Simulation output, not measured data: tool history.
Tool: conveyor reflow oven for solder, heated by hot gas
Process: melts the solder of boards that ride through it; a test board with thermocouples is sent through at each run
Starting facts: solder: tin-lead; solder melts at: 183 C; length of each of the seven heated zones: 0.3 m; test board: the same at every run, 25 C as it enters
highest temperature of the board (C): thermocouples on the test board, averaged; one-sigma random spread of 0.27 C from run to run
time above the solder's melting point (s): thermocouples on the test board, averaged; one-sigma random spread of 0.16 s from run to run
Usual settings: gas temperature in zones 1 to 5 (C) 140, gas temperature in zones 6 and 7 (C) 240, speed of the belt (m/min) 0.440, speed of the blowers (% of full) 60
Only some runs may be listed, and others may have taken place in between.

| run | hour | gas temperature in zones 1 to 5 (C) | gas temperature in zones 6 and 7 (C) | speed of the belt (m/min) | speed of the blowers (% of full) | highest temperature of the board (C) | time above the solder's melting point (s) |
|---|---|---|---|---|---|---|---|
| 1 | 0.0 | 140 | 240 | 0.440 | 60 | 222.2 | 65.6 |
| 2 | 10.2 | 140 | 240 | 0.440 | 60 | 221.7 | 65.6 |
| 3 | 14.7 | 140 | 245 | 0.440 | 60 | 226.2 | 68.0 |
| 4 | 21.5 | 140 | 245 | 0.440 | 60 | 226.1 | 68.4 |
| 5 | 29.9 | 140 | 245 | 0.440 | 60 | 226.1 | 68.4 |
| 6 | 37.6 | 140 | 245 | 0.440 | 60 | 226.4 | 68.3 |
| 7 | 46.1 | 140 | 245 | 0.440 | 60 | 226.5 | 68.4 |
| 8 | 51.1 | 140 | 240 | 0.440 | 60 | 222.0 | 65.4 |
| 9 | 57.3 | 140 | 240 | 0.440 | 85 | 227.6 | 69.2 |
| 10 | 62.2 | 127 | 240 | 0.440 | 60 | 219.4 | 58.9 |
| 11 | 67.5 | 127 | 240 | 0.440 | 60 | 219.5 | 59.1 |
| 12 | 72.6 | 127 | 240 | 0.440 | 60 | 219.2 | 58.9 |
| 13 | 79.6 | 140 | 240 | 0.440 | 60 | 222.0 | 65.4 |
| 14 | 88.1 | 140 | 240 | 0.440 | 60 | 221.7 | 65.5 |
| 15 | 96.2 | 140 | 240 | 0.459 | 60 | 220.7 | 61.3 |
| 16 | 103.1 | 141 | 240 | 0.440 | 60 | 221.9 | 65.9 |
| 17 | 113.1 | 151 | 231 | 0.388 | 75 | 222.0 | 80.7 |
| 18 | 122.5 | 140 | 240 | 0.440 | 75 | 225.6 | 68.1 |
| 19 | 128.5 | 140 | 243 | 0.440 | 52 | 222.5 | 65.3 |
| 20 | 133.2 | 137 | 240 | 0.440 | 84 | 226.4 | 68.3 |
| 21 | 137.5 | 137 | 240 | 0.440 | 84 | 226.6 | 67.9 |
| 22 | 142.3 | 125 | 239 | 0.440 | 84 | 224.3 | 63.0 |

Run 23 comes next. What will it give?
| 23 | 152.0 | 125 | 231 | 0.431 | 84 | ? | ? |

highest temperature of the board (C): 217.1
time above the solder's melting point (s): 59.3
On a tool with no hidden condition, and with the same random variation, this run would have come out at highest temperature of the board (C) 217.1, time above the solder's melting point (s) 59.4.
